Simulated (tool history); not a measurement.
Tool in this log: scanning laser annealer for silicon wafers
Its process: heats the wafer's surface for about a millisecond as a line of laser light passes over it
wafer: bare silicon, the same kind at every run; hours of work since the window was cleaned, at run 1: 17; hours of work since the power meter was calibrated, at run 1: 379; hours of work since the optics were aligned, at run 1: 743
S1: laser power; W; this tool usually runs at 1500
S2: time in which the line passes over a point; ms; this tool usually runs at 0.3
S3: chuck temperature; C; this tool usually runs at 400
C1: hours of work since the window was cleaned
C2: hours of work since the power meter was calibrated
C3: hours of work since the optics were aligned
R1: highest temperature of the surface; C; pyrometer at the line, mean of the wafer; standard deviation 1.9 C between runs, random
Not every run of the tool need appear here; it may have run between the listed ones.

Run 1, hour 0: usual settings; C1 17; C2 379; C3 743. Result: R1 1206 C.
Run 2, hour 15.2: usual settings but S3 376 C; C1 27; C2 389; C3 753. Result: R1 1180 C.
Run 3, hour 24.3: usual settings but S1 1562 W; C1 33; C2 395; C3 759. Result: R1 1240 C.
Run 4, hour 33.7: usual settings; C1 39; C2 402; C3 765. Result: R1 1199 C.
Run 5, hour 42.4: usual settings but S3 434 C; C1 45; C2 407; C3 771. Result: R1 1231 C.
Run 6, hour 58.2: usual settings but S3 434 C; C1 55; C2 418; C3 781. Result: R1 1234 C.
Run 7, hour 77.6: usual settings but S3 434 C; C1 68; C2 431; C3 794. Result: R1 1232 C.
Run 8, hour 90.1: usual settings but S3 434 C; C1 77; C2 439; C3 803. Result: R1 1228 C.
Run 9, hour 102.4: usual settings but S2 0.337 ms; C1 85; C2 447; C3 811. Result: R1 1243 C.
Run 10, hour 118.9: usual settings but S2 0.233 ms; C1 96; C2 458; C3 822. Result: R1 1103 C.
Run 11, hour 137.5: usual settings but S2 0.233 ms; C1 108; C2 471; C3 834. Result: R1 1099 C.
Run 12, hour 152.6: usual settings but S2 0.233 ms, S3 435 C; C1 118; C2 481; C3 844. Result: R1 1134 C.
Run 13, hour 161.8: usual settings but S2 0.233 ms, S3 435 C; C1 124; C2 487; C3 850. Result: R1 1140 C.
Run 14, hour 173.9: usual settings but S1 1371 W, S2 0.319 ms, S3 413 C; C1 132; C2 495; C3 859. Result: R1 1142 C.
Run 15, hour 191.1: usual settings but S1 1371 W, S2 0.319 ms, S3 413 C; C1 144; C2 506; C3 870. Result: R1 1142 C.
Run 16, hour 211.8: usual settings but S1 1371 W, S2 0.319 ms, S3 415 C; C1 158; C2 520; C3 884. Result: R1 1145 C.
Run 17, hour 228.1: usual settings but S1 1371 W, S2 0.319 ms, S3 415 C; C1 168; C2 531; C3 895. Result: R1 1141 C.
Run 18, hour 240.5: usual settings but S1 1527 W; C1 177; C2 539; C3 903. Result: R1 1204 C.

Each row is a separate what-if for the run after 18, all from the same tool condition, not one after another. Results?
Run A, hour 253.6: usual settings but S1 1425 W, S2 0.276 ms; C1 185; C2 548; C3 912. Result: R1 ?.
Run B, hour 253.6: usual settings but S2 0.233 ms, S3 388 C; C1 185; C2 548; C3 912. Result: R1 ?.
Run C, hour 253.6: usual settings but S1 1624 W; C1 185; C2 548; C3 912. Result: R1 ?.
Run D, hour 253.6: usual settings but S1 1434 W; C1 185; C2 548; C3 912. Result: R1 ?.

run    R1
  A  1108
  B  1081
  C  1263
  D  1139
With no hidden state in the tool, these same runs would have given:
run    R1
  A  1137
  B  1110
  C  1299
  D  1170
